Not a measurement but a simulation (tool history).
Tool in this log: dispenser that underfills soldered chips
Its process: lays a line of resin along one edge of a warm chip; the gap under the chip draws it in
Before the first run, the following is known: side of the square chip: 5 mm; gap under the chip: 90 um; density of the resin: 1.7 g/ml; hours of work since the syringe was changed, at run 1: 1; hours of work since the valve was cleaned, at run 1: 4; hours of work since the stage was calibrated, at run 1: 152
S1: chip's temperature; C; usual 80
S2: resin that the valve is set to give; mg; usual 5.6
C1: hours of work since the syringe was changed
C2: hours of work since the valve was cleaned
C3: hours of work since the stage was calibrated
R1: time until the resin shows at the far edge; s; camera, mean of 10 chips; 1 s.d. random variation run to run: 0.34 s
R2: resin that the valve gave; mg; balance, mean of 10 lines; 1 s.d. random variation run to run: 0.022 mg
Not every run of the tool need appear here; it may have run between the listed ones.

run,day,S1,S2,C1,C2,C3,R1,R2
1,0,80,5.6,1,4,152,16.5,5.59
2,0.262,80,5.6,5,8,156,19.3,5.57
3,0.446,80,4.91,8,11,159,22.8,4.9
# day 0.629: new syringe of resin
4,0.646,80,4.91,0,14,162,17.1,4.9
5,0.921,80,4.91,5,18,166,20,4.89
6,1.171,86,4.91,9,22,170,20,4.86
# day 1.342: new syringe of resin
7,1.35,75,5.6,0,25,173,18.9,5.49
8,1.517,75,5.6,3,27,175,21.4,5.53
9,1.775,75,5.6,7,32,179,24.7,5.48
# day 2.054: new syringe of resin
10,2.104,75,5.6,1,37,185,19.5,5.49
11,2.246,75,5.6,3,39,187,21.1,5.51
12,2.442,75,5.6,6,42,190,24.5,5.48
13,2.6,75,5.6,9,45,192,27.8,5.49
# day 2.75: dispensing valve cleaned and set on the balance
# day 2.788: new syringe of resin
14,2.888,75,5.6,2,2,196,19.9,5.6
15,3.196,80,5.6,6,7,201,20.7,5.62
16,3.467,80,5.6,11,11,205,25.3,5.54
# day 3.492: new syringe of resin
17,3.646,72,5.6,2,14,208,23.3,5.54
18,3.962,72,5.6,8,19,213,28,5.55
# day 4.192: new syringe of resin
19,4.192,79,4.85,0,22,216,18,4.83
20,4.433,82,5.44,4,26,220,17.7,5.38
21,4.721,82,5.44,8,31,225,21.3,5.32
# day 4.892: new syringe of resin
22,4.954,81,6.89,1,34,228,15.4,6.75
23,5.158,91,5.7,4,38,232,13.5,5.58
24,5.358,76,5.98,7,41,235,24.1,5.87
25,5.496,79,6.42,10,43,237,23.9,6.29
# day 5.596: new syringe of resin
# day 5.758: dispensing valve cleaned and set on the balance
26,5.838,79,6.42,3,1,242,18.6,6.41
27,6.146,80,4.83,8,6,247,22.8,4.77
# day 6.338: new syringe of resin
28,6.417,92,5.14,1,10,251,12.2,5.06
29,6.696,85,6.48,6,15,255,17.1,6.48

Run 30, settings as shown, results not yet in. Your forecast:
30,6.979,85,6.48,10,19,260,?,?

R1: 19.8 s
R2: 6.42 mg
On a tool with no hidden condition, and with the same random variation, this run would have come out at R1 13.9 s, R2 6.49 mg.
